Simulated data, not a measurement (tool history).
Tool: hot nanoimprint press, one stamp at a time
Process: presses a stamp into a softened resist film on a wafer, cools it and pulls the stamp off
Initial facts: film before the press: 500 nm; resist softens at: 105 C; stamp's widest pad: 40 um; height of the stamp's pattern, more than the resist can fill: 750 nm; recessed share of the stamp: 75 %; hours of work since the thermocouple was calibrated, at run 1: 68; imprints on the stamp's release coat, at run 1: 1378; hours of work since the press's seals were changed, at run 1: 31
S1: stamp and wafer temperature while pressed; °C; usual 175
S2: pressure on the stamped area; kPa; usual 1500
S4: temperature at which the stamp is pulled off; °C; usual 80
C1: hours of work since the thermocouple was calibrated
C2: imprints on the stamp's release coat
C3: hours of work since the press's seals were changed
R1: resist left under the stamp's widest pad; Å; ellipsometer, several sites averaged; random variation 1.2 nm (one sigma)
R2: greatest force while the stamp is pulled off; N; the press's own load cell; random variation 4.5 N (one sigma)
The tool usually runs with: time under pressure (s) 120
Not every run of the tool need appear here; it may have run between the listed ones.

{"run": 1, "hour": 0.0, "S1": 175, "S2": 1500, "time under pressure (s)": 120, "S4": 80, "C1": 68, "C2": 1378, "C3": 31, "R1": 2339, "R2": 221}
{"run": 2, "hour": 13.6, "S1": 175, "S2": 1500, "time under pressure (s)": 120, "S4": 74, "C1": 78, "C2": 1428, "C3": 41, "R1": 2325, "R2": 269}
{"run": 3, "hour": 22.5, "S1": 175, "S2": 1500, "time under pressure (s)": 120, "S4": 80, "C1": 85, "C2": 1462, "C3": 47, "R1": 2353, "R2": 230}
{"run": 4, "hour": 36.0, "S1": 175, "S2": 1500, "time under pressure (s)": 120, "S4": 80, "C1": 94, "C2": 1512, "C3": 57, "R1": 2339, "R2": 225}
{"run": 5, "hour": 45.6, "S1": 175, "S2": 1500, "time under pressure (s)": 120, "S4": 80, "C1": 101, "C2": 1548, "C3": 64, "R1": 2346, "R2": 216}
{"run": 6, "hour": 56.7, "S1": 175, "S2": 1500, "time under pressure (s)": 120, "S4": 80, "C1": 109, "C2": 1590, "C3": 72, "R1": 2335, "R2": 225}
{"run": 7, "hour": 66.1, "S1": 184, "S2": 1500, "time under pressure (s)": 120, "S4": 80, "C1": 116, "C2": 1625, "C3": 79, "R1": 1672, "R2": 229}
{"run": 8, "hour": 78.1, "S1": 175, "S2": 1010, "time under pressure (s)": 120, "S4": 80, "C1": 125, "C2": 1670, "C3": 87, "R1": 2769, "R2": 227}
{"run": 9, "hour": 87.3, "S1": 175, "S2": 1010, "time under pressure (s)": 230, "S4": 80, "C1": 132, "C2": 1704, "C3": 94, "R1": 2161, "R2": 229}
{"run": 10, "hour": 101.8, "S1": 175, "S2": 1010, "time under pressure (s)": 230, "S4": 80, "C1": 142, "C2": 1758, "C3": 104, "R1": 2173, "R2": 221}
{"run": 11, "hour": 117.4, "S1": 175, "S2": 1500, "time under pressure (s)": 88, "S4": 80, "C1": 153, "C2": 1817, "C3": 116, "R1": 2646, "R2": 223}
{"run": 12, "hour": 125.2, "S1": 175, "S2": 1500, "time under pressure (s)": 88, "S4": 80, "C1": 159, "C2": 1846, "C3": 121, "R1": 2641, "R2": 222}
{"run": 13, "hour": 141.6, "S1": 175, "S2": 1500, "time under pressure (s)": 88, "S4": 80, "C1": 171, "C2": 1907, "C3": 133, "R1": 2650, "R2": 229}
{"run": 14, "hour": 148.8, "S1": 175, "S2": 1500, "time under pressure (s)": 88, "S4": 80, "C1": 176, "C2": 1934, "C3": 138, "R1": 2641, "R2": 222}
{"run": 15, "hour": 163.4, "S1": 175, "S2": 1500, "time under pressure (s)": 120, "S4": 80, "C1": 187, "C2": 1989, "C3": 149, "R1": 2374, "R2": 222}
{"run": 16, "hour": 173.7, "S1": 175, "S2": 1500, "time under pressure (s)": 120, "S4": 80, "C1": 194, "C2": 2027, "C3": 156, "R1": 2341, "R2": 221}
{"run": 17, "hour": 182.7, "S1": 171, "S2": 1500, "time under pressure (s)": 155, "S4": 80, "C1": 200, "C2": 2061, "C3": 163, "R1": 2478, "R2": 226}
{"run": 18, "hour": 195.3, "S1": 167, "S2": 980, "time under pressure (s)": 155, "S4": 81, "C1": 210, "C2": 2108, "C3": 172, "R1": 3324, "R2": 221}
{"run": 19, "hour": 203.6, "S1": 167, "S2": 980, "time under pressure (s)": 155, "S4": 81, "C1": 216, "C2": 2139, "C3": 178, "R1": 3315, "R2": 225}
{"hour": 213.1, "done": "stamp cleaned and given a new release coat"}
{"run": 20, "hour": 217.2, "S1": 167, "S2": 980, "time under pressure (s)": 155, "S4": 81, "C1": 221, "C2": 15, "C3": 183, "R1": 3314, "R2": 215}
{"run": 21, "hour": 230.6, "S1": 176, "S2": 1570, "time under pressure (s)": 120, "S4": 80, "C1": 231, "C2": 65, "C3": 193, "R1": 2260, "R2": 216}
{"run": 22, "hour": 239.7, "S1": 175, "S2": 1300, "time under pressure (s)": 120, "S4": 69, "C1": 237, "C2": 99, "C3": 200, "R1": 2524, "R2": 292}
{"run": 23, "hour": 252.2, "S1": 180, "S2": 1340, "time under pressure (s)": 120, "S4": 69, "C1": 246, "C2": 146, "C3": 209, "R1": 2076, "R2": 294}
{"run": 24, "hour": 266.5, "S1": 176, "S2": 1340, "time under pressure (s)": 107, "S4": 69, "C1": 257, "C2": 200, "C3": 219, "R1": 2537, "R2": 298}
{"run": 25, "hour": 280.8, "S1": 176, "S2": 2100, "time under pressure (s)": 144, "S4": 69, "C1": 267, "C2": 253, "C3": 229, "R1": 1838, "R2": 283}
{"run": 26, "hour": 295.7, "S1": 180, "S2": 2100, "time under pressure (s)": 133, "S4": 69, "C1": 278, "C2": 309, "C3": 240, "R1": 1610, "R2": 290}
{"run": 27, "hour": 304.4, "S1": 180, "S2": 2100, "time under pressure (s)": 133, "S4": 69, "C1": 284, "C2": 341, "C3": 246, "R1": 1630, "R2": 291}
{"run": 28, "hour": 316.3, "S1": 175, "S2": 1500, "time under pressure (s)": 240, "S4": 81, "C1": 293, "C2": 386, "C3": 255, "R1": 1798, "R2": 221}
{"run": 29, "hour": 324.2, "S1": 175, "S2": 1500, "time under pressure (s)": 240, "S4": 81, "C1": 298, "C2": 415, "C3": 261, "R1": 1795, "R2": 216}

4 options for the next run, each taken on its own from the tool as it stands now. Forecast them:
{"run": "A", "hour": 331.2, "S1": 175, "S2": 1100, "time under pressure (s)": 93, "S4": 86, "C1": 304, "C2": 442, "C3": 266, "R1": "?", "R2": "?"}
{"run": "B", "hour": 331.2, "S1": 175, "S2": 2250, "time under pressure (s)": 164, "S4": 80, "C1": 304, "C2": 442, "C3": 266, "R1": "?", "R2": "?"}
{"run": "C", "hour": 331.2, "S1": 187, "S2": 1450, "time under pressure (s)": 96, "S4": 81, "C1": 304, "C2": 442, "C3": 266, "R1": "?", "R2": "?"}
{"run": "D", "hour": 331.2, "S1": 175, "S2": 1220, "time under pressure (s)": 78, "S4": 80, "C1": 304, "C2": 442, "C3": 266, "R1": "?", "R2": "?"}

run=A R1=2961 R2=187
run=B R1=1761 R2=221
run=C R1=1724 R2=216
run=D R1=2985 R2=222
Take away the tool's hidden state, keep each run's random variation, and the runs would have read:
run=A R1=2899 R2=186
run=B R1=1724 R2=220
run=C R1=1688 R2=215
run=D R1=2923 R2=221
